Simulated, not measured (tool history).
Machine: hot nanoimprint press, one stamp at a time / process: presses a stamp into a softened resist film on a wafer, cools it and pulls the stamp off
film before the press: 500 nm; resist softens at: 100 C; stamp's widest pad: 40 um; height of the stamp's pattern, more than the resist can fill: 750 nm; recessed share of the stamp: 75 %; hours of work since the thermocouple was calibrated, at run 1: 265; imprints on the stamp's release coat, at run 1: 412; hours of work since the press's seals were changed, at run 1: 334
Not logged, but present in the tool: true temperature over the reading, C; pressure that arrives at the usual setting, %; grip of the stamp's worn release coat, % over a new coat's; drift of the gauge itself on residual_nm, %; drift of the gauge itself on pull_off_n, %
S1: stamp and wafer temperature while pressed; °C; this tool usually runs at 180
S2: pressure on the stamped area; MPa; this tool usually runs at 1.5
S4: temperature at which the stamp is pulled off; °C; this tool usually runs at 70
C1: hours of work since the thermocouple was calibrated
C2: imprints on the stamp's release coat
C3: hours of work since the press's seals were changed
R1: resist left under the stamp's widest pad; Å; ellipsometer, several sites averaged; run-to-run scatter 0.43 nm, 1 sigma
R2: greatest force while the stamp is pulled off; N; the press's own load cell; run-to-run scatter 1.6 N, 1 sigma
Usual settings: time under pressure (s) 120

{"run": 1, "hour": 0.0, "S1": 180, "S2": 1.5, "time under pressure (s)": 120, "S4": 70, "C1": 265, "C2": 412, "C3": 334, "R1": 2428, "R2": 173}
{"run": 2, "hour": 18.9, "S1": 180, "S2": 1.5, "time under pressure (s)": 120, "S4": 65, "C1": 278, "C2": 470, "C3": 347, "R1": 2427, "R2": 182}
{"run": 3, "hour": 37.9, "S1": 180, "S2": 1.5, "time under pressure (s)": 120, "S4": 70, "C1": 291, "C2": 529, "C3": 360, "R1": 2425, "R2": 173}
{"run": 4, "hour": 51.9, "S1": 180, "S2": 1.5, "time under pressure (s)": 120, "S4": 70, "C1": 300, "C2": 572, "C3": 369, "R1": 2416, "R2": 175}
{"run": 5, "hour": 72.3, "S1": 180, "S2": 1.5, "time under pressure (s)": 120, "S4": 70, "C1": 314, "C2": 635, "C3": 383, "R1": 2424, "R2": 176}
{"run": 6, "hour": 87.0, "S1": 180, "S2": 2.26, "time under pressure (s)": 120, "S4": 70, "C1": 324, "C2": 680, "C3": 393, "R1": 1950, "R2": 176}
{"run": 7, "hour": 110.9, "S1": 180, "S2": 1.5, "time under pressure (s)": 120, "S4": 70, "C1": 340, "C2": 753, "C3": 409, "R1": 2414, "R2": 179}
{"run": 8, "hour": 125.1, "S1": 180, "S2": 1.5, "time under pressure (s)": 120, "S4": 70, "C1": 349, "C2": 797, "C3": 418, "R1": 2412, "R2": 183}
{"run": 9, "hour": 140.6, "S1": 180, "S2": 1.5, "time under pressure (s)": 120, "S4": 70, "C1": 360, "C2": 845, "C3": 429, "R1": 2408, "R2": 184}
{"run": 10, "hour": 153.5, "S1": 180, "S2": 1.5, "time under pressure (s)": 120, "S4": 64, "C1": 368, "C2": 884, "C3": 437, "R1": 2417, "R2": 197}
{"run": 11, "hour": 166.1, "S1": 180, "S2": 1.5, "time under pressure (s)": 120, "S4": 64, "C1": 377, "C2": 923, "C3": 446, "R1": 2414, "R2": 199}
{"hour": 170.2, "done": "plate thermocouple calibrated"}
{"run": 12, "hour": 187.9, "S1": 180, "S2": 1.5, "time under pressure (s)": 120, "S4": 70, "C1": 12, "C2": 981, "C3": 458, "R1": 2483, "R2": 191}
{"hour": 201.4, "done": "stamp cleaned and given a new release coat"}
{"run": 13, "hour": 215.0, "S1": 180, "S2": 1.5, "time under pressure (s)": 120, "S4": 70, "C1": 26, "C2": 41, "C3": 473, "R1": 2473, "R2": 165}
{"run": 14, "hour": 225.9, "S1": 180, "S2": 1.5, "time under pressure (s)": 120, "S4": 70, "C1": 33, "C2": 75, "C3": 480, "R1": 2474, "R2": 165}
{"run": 15, "hour": 245.5, "S1": 180, "S2": 1.5, "time under pressure (s)": 170, "S4": 70, "C1": 47, "C2": 135, "C3": 493, "R1": 2211, "R2": 166}
{"run": 16, "hour": 259.0, "S1": 175, "S2": 2.29, "time under pressure (s)": 74, "S4": 65, "C1": 56, "C2": 177, "C3": 502, "R1": 2717, "R2": 178}
{"run": 17, "hour": 281.4, "S1": 169, "S2": 1.64, "time under pressure (s)": 120, "S4": 70, "C1": 71, "C2": 245, "C3": 517, "R1": 3232, "R2": 168}
{"run": 18, "hour": 303.0, "S1": 175, "S2": 1.5, "time under pressure (s)": 86, "S4": 58, "C1": 85, "C2": 312, "C3": 532, "R1": 3121, "R2": 192}
{"run": 19, "hour": 318.0, "S1": 175, "S2": 1.5, "time under pressure (s)": 86, "S4": 58, "C1": 95, "C2": 358, "C3": 542, "R1": 3126, "R2": 195}
{"run": 20, "hour": 338.3, "S1": 180, "S2": 0.98, "time under pressure (s)": 120, "S4": 70, "C1": 109, "C2": 420, "C3": 555, "R1": 3015, "R2": 172}
{"run": 21, "hour": 352.2, "S1": 189, "S2": 2.01, "time under pressure (s)": 211, "S4": 70, "C1": 118, "C2": 463, "C3": 565, "R1": 1321, "R2": 175}
{"run": 22, "hour": 366.3, "S1": 180, "S2": 1.87, "time under pressure (s)": 111, "S4": 70, "C1": 128, "C2": 506, "C3": 574, "R1": 2259, "R2": 176}
{"run": 23, "hour": 387.1, "S1": 174, "S2": 1.5, "time under pressure (s)": 71, "S4": 70, "C1": 142, "C2": 571, "C3": 588, "R1": 3362, "R2": 174}
{"run": 24, "hour": 403.6, "S1": 180, "S2": 1.5, "time under pressure (s)": 73, "S4": 67, "C1": 153, "C2": 621, "C3": 599, "R1": 2870, "R2": 185}
{"run": 25, "hour": 419.6, "S1": 180, "S2": 2.37, "time under pressure (s)": 216, "S4": 66, "C1": 164, "C2": 670, "C3": 610, "R1": 1565, "R2": 189}
{"run": 26, "hour": 436.9, "S1": 180, "S2": 2.37, "time under pressure (s)": 202, "S4": 66, "C1": 175, "C2": 724, "C3": 622, "R1": 1594, "R2": 192}
{"run": 27, "hour": 460.2, "S1": 174, "S2": 1.5, "time under pressure (s)": 214, "S4": 65, "C1": 191, "C2": 795, "C3": 637, "R1": 2426, "R2": 195}
{"run": 28, "hour": 475.9, "S1": 169, "S2": 2.04, "time under pressure (s)": 214, "S4": 69, "C1": 201, "C2": 843, "C3": 648, "R1": 2447, "R2": 187}
{"run": 29, "hour": 491.3, "S1": 168, "S2": 2.04, "time under pressure (s)": 214, "S4": 69, "C1": 212, "C2": 891, "C3": 658, "R1": 2525, "R2": 189}

5 ways to go on from here, each from the tool as it stands after run 29. What would each give?
{"run": "A", "hour": 509.8, "S1": 176, "S2": 2.04, "time under pressure (s)": 69, "S4": 67, "C1": 224, "C2": 948, "C3": 671, "R1": "?", "R2": "?"}
{"run": "B", "hour": 509.8, "S1": 169, "S2": 2.04, "time under pressure (s)": 214, "S4": 69, "C1": 224, "C2": 948, "C3": 671, "R1": "?", "R2": "?"}
{"run": "C", "hour": 509.8, "S1": 168, "S2": 1.78, "time under pressure (s)": 79, "S4": 61, "C1": 224, "C2": 948, "C3": 671, "R1": "?", "R2": "?"}
{"run": "D", "hour": 509.8, "S1": 168, "S2": 2.04, "time under pressure (s)": 86, "S4": 69, "C1": 224, "C2": 948, "C3": 671, "R1": "?", "R2": "?"}
{"run": "E", "hour": 509.8, "S1": 168, "S2": 2.04, "time under pressure (s)": 128, "S4": 69, "C1": 224, "C2": 948, "C3": 671, "R1": "?", "R2": "?"}

run=A R1=2806 R2=192
run=B R1=2433 R2=190
run=C R1=3529 R2=206
run=D R1=3290 R2=190
run=E R1=2944 R2=189
Without the tool's unlogged condition, the same runs would have read:
run=A R1=2821 R2=168
run=B R1=2454 R2=166
run=C R1=3556 R2=180
run=D R1=3313 R2=166
run=E R1=2967 R2=165

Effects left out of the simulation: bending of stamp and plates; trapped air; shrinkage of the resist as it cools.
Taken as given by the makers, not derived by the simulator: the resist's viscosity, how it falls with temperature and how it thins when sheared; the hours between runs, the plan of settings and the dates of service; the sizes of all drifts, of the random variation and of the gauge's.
